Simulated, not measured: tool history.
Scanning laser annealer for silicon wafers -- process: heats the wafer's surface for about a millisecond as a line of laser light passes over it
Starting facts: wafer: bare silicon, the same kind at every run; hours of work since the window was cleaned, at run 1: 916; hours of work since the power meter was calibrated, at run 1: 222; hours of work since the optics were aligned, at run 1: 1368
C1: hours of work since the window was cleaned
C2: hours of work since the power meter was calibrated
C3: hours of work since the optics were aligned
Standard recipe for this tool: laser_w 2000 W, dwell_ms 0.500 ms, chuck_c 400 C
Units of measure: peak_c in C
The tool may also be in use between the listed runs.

{"run": 1, "hour": 0.0, "laser_w": 2000, "dwell_ms": 0.5, "chuck_c": 400, "C1": 916, "C2": 222, "C3": 1368, "peak_c": 1042}
{"run": 2, "hour": 11.6, "laser_w": 2000, "dwell_ms": 0.511, "chuck_c": 400, "C1": 924, "C2": 230, "C3": 1375, "peak_c": 1053}
{"run": 3, "hour": 21.5, "laser_w": 2132, "dwell_ms": 0.5, "chuck_c": 400, "C1": 930, "C2": 236, "C3": 1381, "peak_c": 1097}
{"run": 4, "hour": 33.5, "laser_w": 2000, "dwell_ms": 0.564, "chuck_c": 400, "C1": 937, "C2": 243, "C3": 1389, "peak_c": 1088}
{"run": 5, "hour": 47.6, "laser_w": 2000, "dwell_ms": 0.564, "chuck_c": 400, "C1": 946, "C2": 252, "C3": 1398, "peak_c": 1088}
{"run": 6, "hour": 61.5, "laser_w": 2000, "dwell_ms": 0.564, "chuck_c": 400, "C1": 955, "C2": 261, "C3": 1407, "peak_c": 1085}
{"run": 7, "hour": 71.9, "laser_w": 2000, "dwell_ms": 0.5, "chuck_c": 400, "C1": 961, "C2": 267, "C3": 1413, "peak_c": 1039}
{"hour": 79.6, "done": "window over the wafer cleaned"}
{"run": 8, "hour": 84.9, "laser_w": 2000, "dwell_ms": 0.5, "chuck_c": 400, "C1": 3, "C2": 274, "C3": 1420, "peak_c": 1095}
{"run": 9, "hour": 97.0, "laser_w": 2000, "dwell_ms": 0.5, "chuck_c": 400, "C1": 11, "C2": 282, "C3": 1428, "peak_c": 1090}
{"run": 10, "hour": 105.8, "laser_w": 2000, "dwell_ms": 0.5, "chuck_c": 400, "C1": 16, "C2": 288, "C3": 1433, "peak_c": 1088}
{"run": 11, "hour": 115.3, "laser_w": 2000, "dwell_ms": 0.5, "chuck_c": 394, "C1": 22, "C2": 293, "C3": 1439, "peak_c": 1084}
{"run": 12, "hour": 124.9, "laser_w": 2000, "dwell_ms": 0.431, "chuck_c": 394, "C1": 28, "C2": 300, "C3": 1445, "peak_c": 1026}
{"run": 13, "hour": 136.9, "laser_w": 2000, "dwell_ms": 0.431, "chuck_c": 394, "C1": 36, "C2": 307, "C3": 1453, "peak_c": 1029}
{"run": 14, "hour": 146.3, "laser_w": 2000, "dwell_ms": 0.402, "chuck_c": 400, "C1": 42, "C2": 313, "C3": 1458, "peak_c": 1008}
{"run": 15, "hour": 157.7, "laser_w": 2000, "dwell_ms": 0.402, "chuck_c": 400, "C1": 49, "C2": 320, "C3": 1466, "peak_c": 1007}
{"run": 16, "hour": 170.1, "laser_w": 1951, "dwell_ms": 0.434, "chuck_c": 422, "C1": 57, "C2": 328, "C3": 1473, "peak_c": 1038}
{"run": 17, "hour": 177.6, "laser_w": 2000, "dwell_ms": 0.5, "chuck_c": 411, "C1": 61, "C2": 333, "C3": 1478, "peak_c": 1100}
{"run": 18, "hour": 189.3, "laser_w": 1882, "dwell_ms": 0.5, "chuck_c": 411, "C1": 69, "C2": 340, "C3": 1485, "peak_c": 1049}
{"run": 19, "hour": 196.0, "laser_w": 1882, "dwell_ms": 0.5, "chuck_c": 411, "C1": 73, "C2": 344, "C3": 1490, "peak_c": 1054}
{"run": 20, "hour": 206.7, "laser_w": 1916, "dwell_ms": 0.5, "chuck_c": 407, "C1": 80, "C2": 351, "C3": 1496, "peak_c": 1057}
{"run": 21, "hour": 213.8, "laser_w": 1895, "dwell_ms": 0.378, "chuck_c": 427, "C1": 84, "C2": 355, "C3": 1501, "peak_c": 976}
{"run": 22, "hour": 227.5, "laser_w": 1895, "dwell_ms": 0.378, "chuck_c": 427, "C1": 93, "C2": 364, "C3": 1509, "peak_c": 973}
{"run": 23, "hour": 235.7, "laser_w": 2133, "dwell_ms": 0.37, "chuck_c": 400, "C1": 98, "C2": 369, "C3": 1514, "peak_c": 1020}
{"run": 24, "hour": 248.1, "laser_w": 2111, "dwell_ms": 0.36, "chuck_c": 436, "C1": 106, "C2": 377, "C3": 1522, "peak_c": 1045}
{"run": 25, "hour": 258.2, "laser_w": 2111, "dwell_ms": 0.401, "chuck_c": 436, "C1": 112, "C2": 383, "C3": 1529, "peak_c": 1081}
{"run": 26, "hour": 268.1, "laser_w": 1930, "dwell_ms": 0.5, "chuck_c": 415, "C1": 118, "C2": 389, "C3": 1535, "peak_c": 1071}
{"run": 27, "hour": 282.4, "laser_w": 2000, "dwell_ms": 0.564, "chuck_c": 427, "C1": 127, "C2": 398, "C3": 1544, "peak_c": 1158}
{"run": 28, "hour": 288.7, "laser_w": 2089, "dwell_ms": 0.415, "chuck_c": 400, "C1": 131, "C2": 402, "C3": 1548, "peak_c": 1046}

Here are 4 independent what-if runs from the current tool condition. What would each one return?
{"run": "A", "hour": 299.8, "laser_w": 2038, "dwell_ms": 0.415, "chuck_c": 414, "C1": 138, "C2": 409, "C3": 1555, "peak_c": "?"}
{"run": "B", "hour": 299.8, "laser_w": 2089, "dwell_ms": 0.415, "chuck_c": 371, "C1": 138, "C2": 409, "C3": 1555, "peak_c": "?"}
{"run": "C", "hour": 299.8, "laser_w": 1965, "dwell_ms": 0.366, "chuck_c": 395, "C1": 138, "C2": 409, "C3": 1555, "peak_c": "?"}
{"run": "D", "hour": 299.8, "laser_w": 2000, "dwell_ms": 0.441, "chuck_c": 389, "C1": 138, "C2": 409, "C3": 1555, "peak_c": "?"}

run=A peak_c=1044
run=B peak_c=1020
run=C peak_c=955
run=D peak_c=1026
Had the tool no hidden state, the same runs would have come out as:
run=A peak_c=1062
run=B peak_c=1039
run=C peak_c=972
run=D peak_c=1045

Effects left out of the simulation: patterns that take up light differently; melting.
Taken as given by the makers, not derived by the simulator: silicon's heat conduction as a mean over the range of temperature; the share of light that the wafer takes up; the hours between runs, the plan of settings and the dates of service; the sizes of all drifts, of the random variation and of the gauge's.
